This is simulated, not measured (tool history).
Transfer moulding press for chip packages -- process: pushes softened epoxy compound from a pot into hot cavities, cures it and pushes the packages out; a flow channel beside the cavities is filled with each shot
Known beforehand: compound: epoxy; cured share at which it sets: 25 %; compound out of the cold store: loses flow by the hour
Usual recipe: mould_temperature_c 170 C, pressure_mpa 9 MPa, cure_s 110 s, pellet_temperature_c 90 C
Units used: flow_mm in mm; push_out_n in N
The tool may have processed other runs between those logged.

run   hour  mould_temperature_c  pressure_mpa  cure_s  pellet_temperature_c  incoming compound's hours out of the cold store  flow_mm  push_out_n
  1      0                  170             9     110                    90                                             23.1      581         236
  2    7.4                  170             9     110                    84                                             23.5      578         226
  3   15.4                  170             9     110                    84                                             24.8      580         235
  4   20.1                  170             9     110                    84                                             44.7      518         237
  5     26                  170             9     110                    90                                               39      532         225
  6   31.8                  170             9     117                    90                                             14.2      613         221
  7   41.9                  170          9.33     110                    90                                             31.5      565         239
  8   51.9                  170          9.78     110                    90                                             33.5      570         229
  9   58.2                  170          9.78     110                    90                                              9.1      660         253
 10   65.6                  170             9     110                    90                                             36.6      538         231
 11   72.7                  170             9      99                    90                                               26      571         271
 12   79.1                  170             9      99                    90                                               21      589         284
 13   84.5                  170             9      99                    90                                             13.7      613         282
      91.7  -- cavities cleaned with cleaning compound and waxed
 14     95                  170             9      99                    90                                             41.9      522         269
 15  100.2                  170             9     110                    90                                             42.3      521         229
 16    107                  170             9     100                    90                                             28.7      564         274
 17  117.2                  170             9     100                    90                                             17.2      602         275
 18  127.2                  170             9     110                    81                                             32.1      554         237
     135.6  -- plunger's sealing rings changed
 19  137.2                  166          6.88     150                    82                                             36.1      481         206
 20  145.1                  170             9      99                    99                                             46.3      508         247
 21  152.8                  162             9     111                    90                                             35.4      562         367
 22  157.1                  162             9     111                    90                                             10.6      648         398
 23  161.5                  178          9.18      97                    92                                             47.3      498         208
 24  169.6                  178          9.18     100                    87                                             18.3      587         210
 25  177.5                  178          8.77     110                    86                                             44.8      496         206
 26  184.5                  170             9     123                    88                                             14.5      612         216
 27  193.4                  170             9     123                    88                                             43.7      518         210
     197.3  -- cavities cleaned with cleaning compound and waxed
 28  202.6                  170             9     123                    88                                             16.9      601         210
 29    211                  166             9     113                    87                                             22.8      593         290

Here are 3 independent what-if runs from the current tool condition. What would each one return?
  A  216.4                  173             9     110                    96                                               10        ?           ?
  B  216.4                  175             9     146                    90                                             17.8        ?           ?
  C  216.4                  163             9     149                    87                                             38.5        ?           ?

run  flow_mm  push_out_n
  A      618         216
  B      586         195
  C      548         222
Take away the tool's hidden state, keep each run's random variation, and the runs would have read:
run  flow_mm  push_out_n
  A      618         216
  B      586         195
  C      548         221
